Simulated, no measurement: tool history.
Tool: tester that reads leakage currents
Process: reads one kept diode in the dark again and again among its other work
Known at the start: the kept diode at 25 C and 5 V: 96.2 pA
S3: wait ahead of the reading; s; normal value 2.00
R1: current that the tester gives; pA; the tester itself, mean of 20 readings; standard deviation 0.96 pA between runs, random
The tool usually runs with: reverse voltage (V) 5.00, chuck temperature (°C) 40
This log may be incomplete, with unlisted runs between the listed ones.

run 1 hour=0.0 | reverse_voltage_(V)=5.00 chuck_temperature_(°C)=40 S3=2.00 | R1=342.48
-- hour=34.6 probe card cleaned and baked
run 2 hour=174.7 | reverse_voltage_(V)=5.00 chuck_temperature_(°C)=40 S3=2.00 | R1=334.58
run 3 hour=280.3 | reverse_voltage_(V)=5.00 chuck_temperature_(°C)=40 S3=2.00 | R1=334.58
run 4 hour=417.3 | reverse_voltage_(V)=5.00 chuck_temperature_(°C)=40 S3=2.00 | R1=335.19
run 5 hour=573.4 | reverse_voltage_(V)=5.00 chuck_temperature_(°C)=40 S3=4.10 | R1=336.20
run 6 hour=663.8 | reverse_voltage_(V)=5.00 chuck_temperature_(°C)=42 S3=2.00 | R1=390.36
run 7 hour=792.7 | reverse_voltage_(V)=10.44 chuck_temperature_(°C)=40 S3=2.00 | R1=505.56
run 8 hour=878.3 | reverse_voltage_(V)=5.00 chuck_temperature_(°C)=40 S3=2.00 | R1=339.99
run 9 hour=965.9 | reverse_voltage_(V)=5.00 chuck_temperature_(°C)=34 S3=2.00 | R1=215.20
run 10 hour=1101.2 | reverse_voltage_(V)=5.00 chuck_temperature_(°C)=40 S3=0.73 | R1=344.26
run 11 hour=1189.0 | reverse_voltage_(V)=5.00 chuck_temperature_(°C)=40 S3=2.00 | R1=342.03
-- hour=1233.7 chuck's temperature calibrated
run 12 hour=1280.2 | reverse_voltage_(V)=5.00 chuck_temperature_(°C)=40 S3=2.00 | R1=326.07
run 13 hour=1380.6 | reverse_voltage_(V)=3.89 chuck_temperature_(°C)=40 S3=2.00 | R1=285.83
run 14 hour=1481.3 | reverse_voltage_(V)=3.89 chuck_temperature_(°C)=40 S3=2.00 | R1=285.71
run 15 hour=1634.4 | reverse_voltage_(V)=3.89 chuck_temperature_(°C)=40 S3=2.00 | R1=285.74
run 16 hour=1810.4 | reverse_voltage_(V)=3.89 chuck_temperature_(°C)=40 S3=2.00 | R1=287.92
run 17 hour=1976.5 | reverse_voltage_(V)=3.89 chuck_temperature_(°C)=40 S3=2.00 | R1=288.57
run 18 hour=2140.4 | reverse_voltage_(V)=1.90 chuck_temperature_(°C)=40 S3=2.00 | R1=195.80
run 19 hour=2268.2 | reverse_voltage_(V)=1.90 chuck_temperature_(°C)=40 S3=2.00 | R1=197.93
run 20 hour=2369.0 | reverse_voltage_(V)=1.90 chuck_temperature_(°C)=40 S3=2.00 | R1=196.84
run 21 hour=2493.6 | reverse_voltage_(V)=1.87 chuck_temperature_(°C)=40 S3=2.00 | R1=196.74
run 22 hour=2635.7 | reverse_voltage_(V)=1.87 chuck_temperature_(°C)=40 S3=2.00 | R1=196.97
run 23 hour=2804.5 | reverse_voltage_(V)=1.60 chuck_temperature_(°C)=27 S3=0.97 | R1=66.35
run 24 hour=2973.2 | reverse_voltage_(V)=7.96 chuck_temperature_(°C)=27 S3=2.00 | R1=164.95
run 25 hour=3090.1 | reverse_voltage_(V)=5.00 chuck_temperature_(°C)=32 S3=2.00 | R1=187.19
run 26 hour=3195.6 | reverse_voltage_(V)=2.60 chuck_temperature_(°C)=49 S3=0.52 | R1=462.08
run 27 hour=3348.1 | reverse_voltage_(V)=2.60 chuck_temperature_(°C)=49 S3=0.52 | R1=460.80
run 28 hour=3478.0 | reverse_voltage_(V)=5.00 chuck_temperature_(°C)=40 S3=4.74 | R1=344.18
run 29 hour=3599.5 | reverse_voltage_(V)=5.00 chuck_temperature_(°C)=59 S3=5.99 | R1=1324.55
run 30 hour=3672.4 | reverse_voltage_(V)=16.10 chuck_temperature_(°C)=59 S3=8.74 | R1=2506.14
run 31 hour=3752.3 | reverse_voltage_(V)=16.10 chuck_temperature_(°C)=59 S3=8.74 | R1=2504.68
run 32 hour=3847.7 | reverse_voltage_(V)=2.26 chuck_temperature_(°C)=30 S3=9.41 | R1=104.71
run 33 hour=3987.0 | reverse_voltage_(V)=2.26 chuck_temperature_(°C)=30 S3=9.41 | R1=105.68
run 34 hour=4109.1 | reverse_voltage_(V)=2.26 chuck_temperature_(°C)=24 S3=3.33 | R1=65.79
run 35 hour=4257.1 | reverse_voltage_(V)=2.26 chuck_temperature_(°C)=24 S3=3.33 | R1=66.24
-- hour=4330.5 tester calibrated
run 36 hour=4381.2 | reverse_voltage_(V)=5.00 chuck_temperature_(°C)=40 S3=0.85 | R1=347.48
run 37 hour=4531.9 | reverse_voltage_(V)=9.39 chuck_temperature_(°C)=59 S3=0.40 | R1=1858.43
run 38 hour=4664.8 | reverse_voltage_(V)=1.69 chuck_temperature_(°C)=20 S3=3.32 | R1=40.96

Measured result minus the same run's result without the hidden state. Both carry the same run-to-run variation, though not necessarily the same gauge scatter:
What the log doesn't record here: stray current of the dirty probe card, pA a volt; current scale over the true one, %; true chuck temperature over the reading, C; drift of the gauge itself on leakage_pa, %.
run=1 R1=+22.05
run=2 R1=+13.14
run=3 R1=+13.99
run=4 R1=+15.18
run=5 R1=+16.49
run=6 R1=+19.60
run=7 R1=+28.41
run=8 R1=+19.21
run=9 R1=+13.64
run=10 R1=+21.17
run=11 R1=+21.84
run=12 R1=+4.87
run=13 R1=+4.71
run=14 R1=+5.42
run=15 R1=+6.44
run=16 R1=+7.69
run=17 R1=+8.93
run=18 R1=+6.20
run=19 R1=+6.85
run=20 R1=+7.27
run=21 R1=+7.83
run=22 R1=+8.50
run=23 R1=+4.45
run=24 R1=+17.07
run=25 R1=+14.68
run=26 R1=+22.77
run=27 R1=+24.08
run=28 R1=+24.13
run=29 R1=+69.94
run=30 R1=+146.37
run=31 R1=+150.08
run=32 R1=+9.77
run=33 R1=+10.23
run=34 R1=+8.17
run=35 R1=+8.54
run=36 R1=+25.68
run=37 R1=+100.64
run=38 R1=+5.75
